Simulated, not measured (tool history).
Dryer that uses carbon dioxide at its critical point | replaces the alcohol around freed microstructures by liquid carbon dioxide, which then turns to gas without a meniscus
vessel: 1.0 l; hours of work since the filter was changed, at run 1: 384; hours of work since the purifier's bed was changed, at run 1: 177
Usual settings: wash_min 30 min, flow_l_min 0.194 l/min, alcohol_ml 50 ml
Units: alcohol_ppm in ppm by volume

run   hour  wash_min  flow_l_min  alcohol_ml  hours of work since the filter was changed  hours of work since the purifier's bed was changed  alcohol_ppm
  1    0.0        30       0.194          50                                         384                                                 177         1107
  2   21.4        30       0.194          50                                         392                                                 184         1135
      53.0  -- inlet filter changed
  3   59.4        30       0.194          50                                           2                                                 198          902
  4  102.3        29       0.194          50                                          18                                                 213         1048
  5  145.2        29       0.194          50                                          34                                                 229         1016
  6  193.5        37       0.194          50                                          51                                                 247          374
  7  237.1        37       0.194          50                                          67                                                 263          399
  8  279.6        37       0.194          50                                          83                                                 278          402
  9  315.1        37       0.194          50                                          96                                                 291          400
 10  341.3        30       0.202          50                                         105                                                 301          844
 11  370.7        30       0.202          50                                         116                                                 311          822
 12  408.6        30       0.194          50                                         130                                                 325          974
 13  445.5        30       0.194          50                                         143                                                 339          984
 14  486.5        30       0.194          50                                         158                                                 354         1003
 15  513.9        30       0.194          50                                         168                                                 364         1023
 16  552.5        30       0.194          50                                         182                                                 378         1045
 17  574.3        30       0.194          50                                         190                                                 386         1043
 18  597.8        30       0.194          50                                         199                                                 394         1018
 19  646.5        30       0.194          50                                         217                                                 412         1047
 20  676.5        44       0.194          50                                         228                                                 423          234
 21  713.8        30       0.194          62                                         241                                                 437         1307
 22  760.8        30       0.194          62                                         258                                                 454         1343
 23  803.8        30       0.194          62                                         274                                                 469         1351
 24  838.8        30       0.194          62                                         287                                                 482         1365
 25  891.9        30       0.116          50                                         306                                                 502         4893

Run 26 comes next. What will it give?
 26  925.5        30       0.281          61                                         318                                                 514            ?

Run 26 gave alcohol_ppm 325 ppm by volume.
Without the tool's hidden state the same run would have given alcohol_ppm 168 ppm by volume.

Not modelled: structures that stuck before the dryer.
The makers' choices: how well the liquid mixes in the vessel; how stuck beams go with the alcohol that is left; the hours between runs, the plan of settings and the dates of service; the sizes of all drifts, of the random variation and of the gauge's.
